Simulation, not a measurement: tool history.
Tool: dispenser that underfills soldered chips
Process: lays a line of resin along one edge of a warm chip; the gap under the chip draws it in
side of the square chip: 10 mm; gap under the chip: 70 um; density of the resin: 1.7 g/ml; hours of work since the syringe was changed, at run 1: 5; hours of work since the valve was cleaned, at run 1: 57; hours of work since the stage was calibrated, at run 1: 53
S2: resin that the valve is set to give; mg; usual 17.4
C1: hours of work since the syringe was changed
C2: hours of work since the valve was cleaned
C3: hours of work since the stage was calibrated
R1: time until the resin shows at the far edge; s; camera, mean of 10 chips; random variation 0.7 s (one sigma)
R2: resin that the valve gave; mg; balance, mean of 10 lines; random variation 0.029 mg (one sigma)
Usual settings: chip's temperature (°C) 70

{"run": 1, "hour": 0.0, "chip's temperature (°C)": 70, "S2": 17.4, "C1": 5, "C2": 57, "C3": 53, "R1": 85.2, "R2": 16.84}
{"hour": 3.9, "done": "new syringe of resin"}
{"run": 2, "hour": 8.7, "chip's temperature (°C)": 70, "S2": 17.4, "C1": 4, "C2": 64, "C3": 60, "R1": 75.6, "R2": 16.81}
{"hour": 14.9, "done": "new syringe of resin"}
{"hour": 15.9, "done": "dispensing valve cleaned and set on the balance"}
{"run": 3, "hour": 17.0, "chip's temperature (°C)": 70, "S2": 17.4, "C1": 1, "C2": 1, "C3": 65, "R1": 65.1, "R2": 17.39}
{"hour": 26.5, "done": "new syringe of resin"}
{"run": 4, "hour": 27.7, "chip's temperature (°C)": 70, "S2": 17.4, "C1": 1, "C2": 9, "C3": 73, "R1": 65.4, "R2": 17.31}
{"hour": 36.8, "done": "new syringe of resin"}
{"run": 5, "hour": 37.1, "chip's temperature (°C)": 70, "S2": 17.4, "C1": 0, "C2": 16, "C3": 81, "R1": 62.3, "R2": 17.22}
{"run": 6, "hour": 43.7, "chip's temperature (°C)": 70, "S2": 17.4, "C1": 5, "C2": 22, "C3": 86, "R1": 84.6, "R2": 17.16}
{"hour": 47.0, "done": "new syringe of resin"}
{"run": 7, "hour": 53.8, "chip's temperature (°C)": 80, "S2": 17.4, "C1": 5, "C2": 29, "C3": 94, "R1": 51.9, "R2": 17.11}
{"hour": 57.6, "done": "new syringe of resin"}
{"run": 8, "hour": 60.3, "chip's temperature (°C)": 62, "S2": 17.4, "C1": 2, "C2": 34, "C3": 99, "R1": 105.3, "R2": 17.04}
{"hour": 67.5, "done": "new syringe of resin"}
{"run": 9, "hour": 70.4, "chip's temperature (°C)": 62, "S2": 17.4, "C1": 2, "C2": 42, "C3": 106, "R1": 109.6, "R2": 17}
{"hour": 77.9, "done": "new syringe of resin"}
{"run": 10, "hour": 83.1, "chip's temperature (°C)": 83, "S2": 17.4, "C1": 4, "C2": 52, "C3": 116, "R1": 42.8, "R2": 16.89}
{"hour": 88.0, "done": "new syringe of resin"}
{"run": 11, "hour": 91.6, "chip's temperature (°C)": 83, "S2": 17.4, "C1": 3, "C2": 58, "C3": 123, "R1": 39.7, "R2": 16.9}
{"hour": 98.2, "done": "new syringe of resin"}
{"run": 12, "hour": 101.4, "chip's temperature (°C)": 70, "S2": 17.4, "C1": 3, "C2": 66, "C3": 130, "R1": 72.8, "R2": 16.75}
{"hour": 105.2, "done": "dispensing valve cleaned and set on the balance"}
{"run": 13, "hour": 108.2, "chip's temperature (°C)": 70, "S2": 17.4, "C1": 7, "C2": 2, "C3": 135, "R1": 93.8, "R2": 17.34}
{"hour": 109.7, "done": "new syringe of resin"}
{"hour": 119.9, "done": "new syringe of resin"}
{"run": 14, "hour": 120.3, "chip's temperature (°C)": 59, "S2": 17.8, "C1": 0, "C2": 12, "C3": 144, "R1": 111.6, "R2": 17.6}
{"run": 15, "hour": 128.2, "chip's temperature (°C)": 59, "S2": 17.8, "C1": 7, "C2": 18, "C3": 150, "R1": 159.6, "R2": 17.6}
{"hour": 130.1, "done": "new syringe of resin"}
{"run": 16, "hour": 135.6, "chip's temperature (°C)": 68, "S2": 22.5, "C1": 4, "C2": 23, "C3": 156, "R1": 86.6, "R2": 22.12}
{"hour": 140.7, "done": "new syringe of resin"}
{"run": 17, "hour": 141.3, "chip's temperature (°C)": 68, "S2": 22.5, "C1": 0, "C2": 28, "C3": 160, "R1": 67.1, "R2": 22.1}
{"hour": 151.4, "done": "new syringe of resin"}
{"run": 18, "hour": 151.6, "chip's temperature (°C)": 66, "S2": 17.2, "C1": 0, "C2": 36, "C3": 168, "R1": 74.8, "R2": 16.79}
{"run": 19, "hour": 158.3, "chip's temperature (°C)": 77, "S2": 21, "C1": 5, "C2": 41, "C3": 174, "R1": 58.3, "R2": 20.48}
{"hour": 161.5, "done": "new syringe of resin"}
{"run": 20, "hour": 164.9, "chip's temperature (°C)": 72, "S2": 15.6, "C1": 3, "C2": 46, "C3": 179, "R1": 67.2, "R2": 15.15}
{"hour": 171.8, "done": "new syringe of resin"}
{"run": 21, "hour": 176.9, "chip's temperature (°C)": 72, "S2": 15.6, "C1": 4, "C2": 55, "C3": 188, "R1": 73.1, "R2": 15.1}
{"hour": 181.9, "done": "new syringe of resin"}
{"run": 22, "hour": 187.3, "chip's temperature (°C)": 72, "S2": 15.6, "C1": 4, "C2": 63, "C3": 196, "R1": 73.7, "R2": 15.01}
{"hour": 192.7, "done": "new syringe of resin"}
{"hour": 194.7, "done": "dispensing valve cleaned and set on the balance"}
{"run": 23, "hour": 198.7, "chip's temperature (°C)": 80, "S2": 17.4, "C1": 4, "C2": 3, "C3": 204, "R1": 45.8, "R2": 17.44}
{"hour": 203.9, "done": "new syringe of resin"}
{"run": 24, "hour": 207.9, "chip's temperature (°C)": 70, "S2": 17.7, "C1": 3, "C2": 10, "C3": 211, "R1": 73.1, "R2": 17.64}

The next listed run, before its measurement:
{"hour": 213.9, "done": "new syringe of resin"}
{"run": 25, "hour": 220.0, "chip's temperature (°C)": 70, "S2": 17.7, "C1": 5, "C2": 20, "C3": 220, "R1": "?", "R2": "?"}

Run 25 gave R1 79.9 s, R2 17.6 mg.
Without the tool's hidden state the same run would have given R1 64 s, R2 17.75 mg.

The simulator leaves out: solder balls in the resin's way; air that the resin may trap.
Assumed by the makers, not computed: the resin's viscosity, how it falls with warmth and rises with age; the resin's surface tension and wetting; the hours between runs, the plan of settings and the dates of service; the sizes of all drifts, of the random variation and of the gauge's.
